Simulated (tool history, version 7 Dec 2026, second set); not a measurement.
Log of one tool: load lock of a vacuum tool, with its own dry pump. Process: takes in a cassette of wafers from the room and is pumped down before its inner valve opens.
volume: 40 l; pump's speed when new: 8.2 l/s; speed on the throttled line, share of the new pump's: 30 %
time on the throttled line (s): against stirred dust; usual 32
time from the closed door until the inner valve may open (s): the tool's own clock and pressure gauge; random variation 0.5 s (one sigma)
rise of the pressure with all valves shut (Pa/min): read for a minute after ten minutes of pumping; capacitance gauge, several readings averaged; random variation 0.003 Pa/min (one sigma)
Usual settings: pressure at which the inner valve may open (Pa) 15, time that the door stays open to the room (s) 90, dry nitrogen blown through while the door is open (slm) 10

run,hour,time on the throttled line (s),pressure at which the inner valve may open (Pa),time that the door stays open to the room (s),dry nitrogen blown through while the door is open (slm),"incoming humidity of the room's air, %",time from the closed door until the inner valve may open (s),rise of the pressure with all valves shut (Pa/min)
1,0,32,15,90,10,45,66.9,0.097
2,224.2,32,15,90,10,42.5,67.2,0.107
3,520.4,32,15,90,10,46.2,65.8,0.104
4,707.3,32,15,90,10,42.4,66.6,0.102
5,933.1,32,15,90,10,41.2,66.5,0.107
6,1267.6,32,15,90,10,44.8,67.1,0.113
7,1506.3,32,15,90,10,42.8,67,0.112
8,1755.4,32,15,90,10,42.6,67.8,0.114
9,1896.2,50,15,90,10,46.5,77.9,0.12
10,2163.8,32,15,90,10,44.7,68.1,0.124
11,2446.3,32,15,90,10,44.5,67.6,0.118
12,2597,32,15,90,10,42.9,67,0.125
13,2906.6,32,15,78,10,44.4,67.8,0.127
14,3069.6,32,15,42,23,41.9,67.9,0.118
15,3354.7,19,22,90,7,45.3,55.6,0.148
16,3497.4,32,15,34,28,46.2,68.6,0.113
17,3693.9,32,15,34,28,49,68.6,0.123
18,4004.8,32,15,34,28,42.3,67.7,0.119
19,4250.4,60,23,90,12,44.8,85.4,0.151
20,4511.2,24,15,90,10,42.8,63.3,0.151
21,4699.1,24,27,90,31,47.1,60.3,0.144
22,4998.6,24,16,90,22,45.8,63.6,0.15
23,5230.8,42,25,38,5,45.3,72.2,0.159
24,5450.1,42,25,38,5,46.1,72.3,0.159
25,5609.2,43,25,38,5,48.3,73,0.167
26,5906.5,43,25,38,5,48.3,73.3,0.172

Forecast each of these 4 alternatives for the next run:
A,6097.3,37,15,140,13,47.5,?,?
B,6097.3,43,12,38,5,45.3,?,?
C,6097.3,34,25,125,5,44.3,?,?
D,6097.3,63,25,75,5,44.8,?,?

run,time from the closed door until the inner valve may open (s),rise of the pressure with all valves shut (Pa/min)
A,72.6,0.185
B,77.9,0.181
C,67.6,0.189
D,87.4,0.18
Without the tool's hidden state the same runs would have given:
run,time from the closed door until the inner valve may open (s),rise of the pressure with all valves shut (Pa/min)
A,69.7,0.058
B,75,0.052
C,64.7,0.06
D,85.4,0.052

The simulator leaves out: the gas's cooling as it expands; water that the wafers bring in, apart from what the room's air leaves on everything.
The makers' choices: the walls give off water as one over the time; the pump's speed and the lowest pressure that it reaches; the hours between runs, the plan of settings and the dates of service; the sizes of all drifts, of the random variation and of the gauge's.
